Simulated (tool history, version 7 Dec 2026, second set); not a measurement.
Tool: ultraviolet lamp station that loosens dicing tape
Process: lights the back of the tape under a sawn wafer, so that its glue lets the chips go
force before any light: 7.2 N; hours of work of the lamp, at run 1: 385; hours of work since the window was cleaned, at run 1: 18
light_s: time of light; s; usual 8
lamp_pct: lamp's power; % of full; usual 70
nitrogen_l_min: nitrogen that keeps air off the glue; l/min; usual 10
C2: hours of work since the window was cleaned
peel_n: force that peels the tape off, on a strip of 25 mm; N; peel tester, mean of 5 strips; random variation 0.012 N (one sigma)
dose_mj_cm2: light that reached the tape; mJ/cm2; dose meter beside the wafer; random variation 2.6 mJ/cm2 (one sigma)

Run 1, hour 0.0: usual settings; hours of work of the lamp 385; C2 18. Result: peel_n 0.699 N, dose_mj_cm2 279 mJ/cm2.
Run 2, hour 23.1: usual settings; hours of work of the lamp 394; C2 28. Result: peel_n 0.725 N, dose_mj_cm2 279 mJ/cm2.
Run 3, hour 36.0: usual settings; hours of work of the lamp 400; C2 33. Result: peel_n 0.701 N, dose_mj_cm2 279 mJ/cm2.
Run 4, hour 52.5: usual settings but nitrogen_l_min 4 l/min; hours of work of the lamp 407; C2 40. Result: peel_n 1.342 N, dose_mj_cm2 276 mJ/cm2.
Run 5, hour 73.3: usual settings but lamp_pct 64 % of full; hours of work of the lamp 416; C2 49. Result: peel_n 0.870 N, dose_mj_cm2 253 mJ/cm2.
Run 6, hour 88.0: usual settings but lamp_pct 64 % of full; hours of work of the lamp 422; C2 55. Result: peel_n 0.859 N, dose_mj_cm2 255 mJ/cm2.
Run 7, hour 110.6: usual settings; hours of work of the lamp 432; C2 65. Result: peel_n 0.718 N, dose_mj_cm2 275 mJ/cm2.
Run 8, hour 131.7: usual settings; hours of work of the lamp 441; C2 74. Result: peel_n 0.761 N, dose_mj_cm2 271 mJ/cm2.
Run 9, hour 141.4: usual settings but nitrogen_l_min 17 l/min; hours of work of the lamp 445; C2 78. Result: peel_n 0.539 N, dose_mj_cm2 274 mJ/cm2.
Run 10, hour 160.1: usual settings but lamp_pct 63 % of full; hours of work of the lamp 453; C2 86. Result: peel_n 0.898 N, dose_mj_cm2 243 mJ/cm2.
Run 11, hour 177.0: usual settings but lamp_pct 63 % of full; hours of work of the lamp 461; C2 94. Result: peel_n 0.913 N, dose_mj_cm2 242 mJ/cm2.
Run 12, hour 187.5: usual settings but lamp_pct 63 % of full; hours of work of the lamp 465; C2 98. Result: peel_n 0.891 N, dose_mj_cm2 242 mJ/cm2.
Run 13, hour 198.5: usual settings but lamp_pct 88 % of full, nitrogen_l_min 16 l/min; hours of work of the lamp 470; C2 103. Result: peel_n 0.383 N, dose_mj_cm2 338 mJ/cm2.
Run 14, hour 217.5: usual settings but lamp_pct 88 % of full, nitrogen_l_min 16 l/min; hours of work of the lamp 478; C2 111. Result: peel_n 0.396 N, dose_mj_cm2 338 mJ/cm2.
Run 15, hour 231.5: usual settings but light_s 10 s, lamp_pct 88 % of full, nitrogen_l_min 16 l/min; hours of work of the lamp 484; C2 117. Result: peel_n 0.305 N, dose_mj_cm2 424 mJ/cm2.
Run 16, hour 253.9: usual settings but light_s 5 s, lamp_pct 72 % of full, nitrogen_l_min 12 l/min; hours of work of the lamp 494; C2 127. Result: peel_n 1.422 N, dose_mj_cm2 175 mJ/cm2.
Run 17, hour 267.7: usual settings but light_s 5 s, lamp_pct 72 % of full, nitrogen_l_min 12 l/min; hours of work of the lamp 499; C2 133. Result: peel_n 1.400 N, dose_mj_cm2 169 mJ/cm2.
Run 18, hour 280.5: usual settings but lamp_pct 74 % of full, nitrogen_l_min 5 l/min; hours of work of the lamp 505; C2 138. Result: peel_n 1.175 N, dose_mj_cm2 279 mJ/cm2.
Run 19, hour 296.9: usual settings but lamp_pct 74 % of full, nitrogen_l_min 5 l/min; hours of work of the lamp 512; C2 145. Result: peel_n 1.176 N, dose_mj_cm2 280 mJ/cm2.
Run 20, hour 308.4: usual settings but lamp_pct 90 % of full, nitrogen_l_min 9 l/min; hours of work of the lamp 517; C2 150. Result: peel_n 0.542 N, dose_mj_cm2 338 mJ/cm2.
Run 21, hour 319.2: usual settings but lamp_pct 71 % of full, nitrogen_l_min 13 l/min; hours of work of the lamp 522; C2 155. Result: peel_n 0.665 N, dose_mj_cm2 267 mJ/cm2.
Run 22, hour 332.1: usual settings but lamp_pct 71 % of full, nitrogen_l_min 13 l/min; hours of work of the lamp 527; C2 160. Result: peel_n 0.670 N, dose_mj_cm2 270 mJ/cm2.
Run 23, hour 348.3: usual settings but light_s 15 s, lamp_pct 88 % of full, nitrogen_l_min 16 l/min; hours of work of the lamp 534; C2 167. Result: peel_n 0.235 N, dose_mj_cm2 619 mJ/cm2.

Forecast each of these 5 alternatives for the next run:
Run A, hour 363.9: usual settings but light_s 10 s, lamp_pct 83 % of full, nitrogen_l_min 7 l/min; hours of work of the lamp 541; C2 174. Result: peel_n ?, dose_mj_cm2 ?.
Run B, hour 363.9: usual settings but light_s 4 s; hours of work of the lamp 541; C2 174. Result: peel_n ?, dose_mj_cm2 ?.
Run C, hour 363.9: usual settings but lamp_pct 88 % of full, nitrogen_l_min 11 l/min; hours of work of the lamp 541; C2 174. Result: peel_n ?, dose_mj_cm2 ?.
Run D, hour 363.9: usual settings but light_s 5 s, lamp_pct 68 % of full, nitrogen_l_min 8 l/min; hours of work of the lamp 541; C2 174. Result: peel_n ?, dose_mj_cm2 ?.
Run E, hour 363.9: usual settings but light_s 12 s, lamp_pct 68 % of full; hours of work of the lamp 541; C2 174. Result: peel_n ?, dose_mj_cm2 ?.

run  peel_n  dose_mj_cm2
  A   0.524          390
  B   2.257          129
  C   0.505          331
  D   1.983          157
  E   0.424          379
Without the tool's hidden state the same runs would have given:
run  peel_n  dose_mj_cm2
  A   0.379          476
  B   1.769          158
  C   0.367          404
  D   1.518          192
  E   0.323          464
